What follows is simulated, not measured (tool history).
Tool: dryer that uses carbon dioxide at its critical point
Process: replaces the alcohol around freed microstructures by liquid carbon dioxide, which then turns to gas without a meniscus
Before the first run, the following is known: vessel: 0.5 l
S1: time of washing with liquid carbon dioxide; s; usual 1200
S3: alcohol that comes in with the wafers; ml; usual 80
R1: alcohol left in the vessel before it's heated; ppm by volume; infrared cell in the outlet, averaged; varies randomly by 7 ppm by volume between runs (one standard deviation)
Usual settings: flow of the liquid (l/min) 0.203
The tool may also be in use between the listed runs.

Run 1, hour 0.0: usual settings. Result: R1 678 ppm by volume.
Run 2, hour 40.4: usual settings but flow of the liquid (l/min) 0.141. Result: R1 3876 ppm by volume.
At hour 86.2: purifier's bed changed.
Run 3, hour 96.5: usual settings but flow of the liquid (l/min) 0.141. Result: R1 3961 ppm by volume.
Run 4, hour 145.8: usual settings but flow of the liquid (l/min) 0.141. Result: R1 4215 ppm by volume.
Run 5, hour 179.3: usual settings. Result: R1 757 ppm by volume.
At hour 195.5: inlet filter changed.
Run 6, hour 222.3: usual settings. Result: R1 340 ppm by volume.
Run 7, hour 285.3: usual settings but flow of the liquid (l/min) 0.154. Result: R1 1745 ppm by volume.
Run 8, hour 315.3: usual settings. Result: R1 420 ppm by volume.
Run 9, hour 383.7: usual settings but S1 1440 s. Result: R1 149 ppm by volume.
Run 10, hour 430.6: usual settings but S1 1440 s. Result: R1 174 ppm by volume.
Run 11, hour 458.8: usual settings but S1 1440 s. Result: R1 186 ppm by volume.
Run 12, hour 497.3: usual settings but S1 1440 s. Result: R1 198 ppm by volume.
Run 13, hour 554.9: usual settings but S1 1440 s. Result: R1 206 ppm by volume.
Run 14, hour 611.6: usual settings. Result: R1 607 ppm by volume.
Run 15, hour 641.9: usual settings. Result: R1 667 ppm by volume.
Run 16, hour 703.2: usual settings. Result: R1 718 ppm by volume.
At hour 759.4: inlet filter changed.
Run 17, hour 760.7: usual settings. Result: R1 369 ppm by volume.
Run 18, hour 825.4: usual settings. Result: R1 411 ppm by volume.
Run 19, hour 854.7: usual settings. Result: R1 423 ppm by volume.
Run 20, hour 908.6: usual settings. Result: R1 443 ppm by volume.
Run 21, hour 956.0: usual settings. Result: R1 491 ppm by volume.
Run 22, hour 1023.6: usual settings but flow of the liquid (l/min) 0.186. Result: R1 875 ppm by volume.
Run 23, hour 1069.3: usual settings but S3 74 ml. Result: R1 539 ppm by volume.
Run 24, hour 1100.1: usual settings but S3 26 ml. Result: R1 226 ppm by volume.
Run 25, hour 1140.8: usual settings but flow of the liquid (l/min) 0.140. Result: R1 3674 ppm by volume.
Run 26, hour 1196.6: usual settings but S1 1260 s, flow of the liquid (l/min) 0.305, S3 23 ml. Result: R1 70 ppm by volume.
Run 27, hour 1238.4: usual settings but S1 1620 s, S3 23 ml. Result: R1 106 ppm by volume.
Run 28, hour 1274.1: usual settings but flow of the liquid (l/min) 0.127, S3 115 ml. Result: R1 8989 ppm by volume.
At hour 1324.5: inlet filter changed.
Run 29, hour 1331.4: usual settings but S1 840 s. Result: R1 2186 ppm by volume.
Run 30, hour 1393.8: usual settings but S1 840 s, flow of the liquid (l/min) 0.135, S3 33 ml. Result: R1 4364 ppm by volume.
Run 31, hour 1439.3: usual settings but S1 1380 s, S3 36 ml. Result: R1 146 ppm by volume.
Run 32, hour 1470.3: usual settings but flow of the liquid (l/min) 0.293, S3 61 ml. Result: R1 96 ppm by volume.
Run 33, hour 1507.4: usual settings but S1 780 s, flow of the liquid (l/min) 0.166, S3 61 ml. Result: R1 5659 ppm by volume.
Run 34, hour 1555.4: usual settings but S1 1020 s, flow of the liquid (l/min) 0.310, S3 40 ml. Result: R1 122 ppm by volume.
Run 35, hour 1607.2: usual settings but flow of the liquid (l/min) 0.239, S3 49 ml. Result: R1 194 ppm by volume.
Run 36, hour 1672.2: usual settings but flow of the liquid (l/min) 0.239, S3 49 ml. Result: R1 190 ppm by volume.
Run 37, hour 1712.2: usual settings but S3 56 ml. Result: R1 509 ppm by volume.
Run 38, hour 1777.5: usual settings but S3 42 ml. Result: R1 453 ppm by volume.
At hour 1824.9: purifier's bed changed.
Run 39, hour 1844.6: usual settings but S1 780 s. Result: R1 4824 ppm by volume.
At hour 1892.6: inlet filter changed.
Run 40, hour 1908.3: usual settings but S1 1380 s, flow of the liquid (l/min) 0.224. Result: R1 72 ppm by volume.
Run 41, hour 1967.3: usual settings but S1 1020 s, flow of the liquid (l/min) 0.286. Result: R1 94 ppm by volume.
Run 42, hour 2005.0: usual settings but S1 900 s, S3 73 ml. Result: R1 1609 ppm by volume.
Run 43, hour 2062.8: usual settings but S1 1320 s, flow of the liquid (l/min) 0.154. Result: R1 1243 ppm by volume.
Run 44, hour 2127.6: usual settings but S1 1320 s, flow of the liquid (l/min) 0.154. Result: R1 1307 ppm by volume.
Run 45, hour 2181.6: usual settings but S1 1320 s, flow of the liquid (l/min) 0.154. Result: R1 1443 ppm by volume.
Run 46, hour 2238.4: usual settings but S1 1320 s, flow of the liquid (l/min) 0.154. Result: R1 1536 ppm by volume.
Run 47, hour 2294.2: usual settings but S1 840 s, flow of the liquid (l/min) 0.161, S3 93 ml. Result: R1 8762 ppm by volume.

3 options for the next run, each taken on its own from the tool as it stands now. Forecast them:
Run A, hour 2355.3: usual settings but S1 1680 s, flow of the liquid (l/min) 0.229, S3 79 ml. Result: R1 ?.
Run B, hour 2355.3: usual settings but S1 1620 s, flow of the liquid (l/min) 0.146, S3 26 ml. Result: R1 ?.
Run C, hour 2355.3: usual settings but S1 1620 s, flow of the liquid (l/min) 0.150, S3 81 ml. Result: R1 ?.

run   R1
  A   68
  B  307
  C  764
Stripped of hidden state, with their random variation kept, the same runs would have yielded:
run   R1
  A   23
  B  146
  C  374
